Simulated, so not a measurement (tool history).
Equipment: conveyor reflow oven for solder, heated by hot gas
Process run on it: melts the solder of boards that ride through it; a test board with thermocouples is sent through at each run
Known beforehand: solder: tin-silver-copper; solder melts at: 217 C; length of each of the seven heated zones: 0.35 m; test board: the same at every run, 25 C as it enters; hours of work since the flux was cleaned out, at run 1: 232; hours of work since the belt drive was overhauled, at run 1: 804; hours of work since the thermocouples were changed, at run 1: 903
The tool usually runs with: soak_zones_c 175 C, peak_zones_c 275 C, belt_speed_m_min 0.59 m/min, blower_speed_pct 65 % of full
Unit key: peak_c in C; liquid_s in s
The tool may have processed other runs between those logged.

| run | day | soak_zones_c | peak_zones_c | belt_speed_m_min | blower_speed_pct | hours of work since the flux was cleaned out | hours of work since the belt drive was overhauled | hours of work since the thermocouples were changed | peak_c | liquid_s |
|---|---|---|---|---|---|---|---|---|---|---|
| 1 | 0 | 175 | 275 | 0.59 | 65 | 232 | 804 | 903 | 254.5 | 55.6 |
| 2 | 1.125 | 175 | 275 | 0.59 | 65 | 252 | 824 | 923 | 254.2 | 55.7 |
| 3 | 2.192 | 175 | 275 | 0.59 | 65 | 271 | 843 | 942 | 254.4 | 55.7 |
| 4 | 2.788 | 175 | 275 | 0.59 | 65 | 281 | 854 | 953 | 254.8 | 55.2 |
| 5 | 3.988 | 175 | 275 | 0.59 | 65 | 303 | 875 | 974 | 254.4 | 56.3 |
| 6 | 5.212 | 175 | 275 | 0.59 | 65 | 324 | 896 | 996 | 254 | 55.7 |
| 7 | 6.25 | 175 | 275 | 0.59 | 65 | 343 | 915 | 1014 | 253.9 | 55.4 |
| 8 | 7.104 | 175 | 275 | 0.59 | 65 | 358 | 930 | 1029 | 253.3 | 56 |
| 9 | 8.325 | 175 | 275 | 0.59 | 65 | 379 | 951 | 1051 | 253.5 | 54.9 |
| 10 | 9.038 | 168 | 287 | 0.529 | 84 | 392 | 964 | 1063 | 272.8 | 72.5 |
| 11 | 10.296 | 175 | 275 | 0.687 | 84 | 414 | 986 | 1086 | 254.2 | 47.4 |
| 12 | 11.546 | 175 | 275 | 0.687 | 84 | 436 | 1008 | 1108 | 252.3 | 47.4 |

For run 13, what comes out?
| 13 | 12.533 | 161 | 275 | 0.687 | 88 | 454 | 1026 | 1125 | ? | ? |

peak_c: 251.3 C
liquid_s: 42.2 s
Had the tool carried no hidden state, the very same run would have given peak_c 256.9 C, liquid_s 44.4 s.

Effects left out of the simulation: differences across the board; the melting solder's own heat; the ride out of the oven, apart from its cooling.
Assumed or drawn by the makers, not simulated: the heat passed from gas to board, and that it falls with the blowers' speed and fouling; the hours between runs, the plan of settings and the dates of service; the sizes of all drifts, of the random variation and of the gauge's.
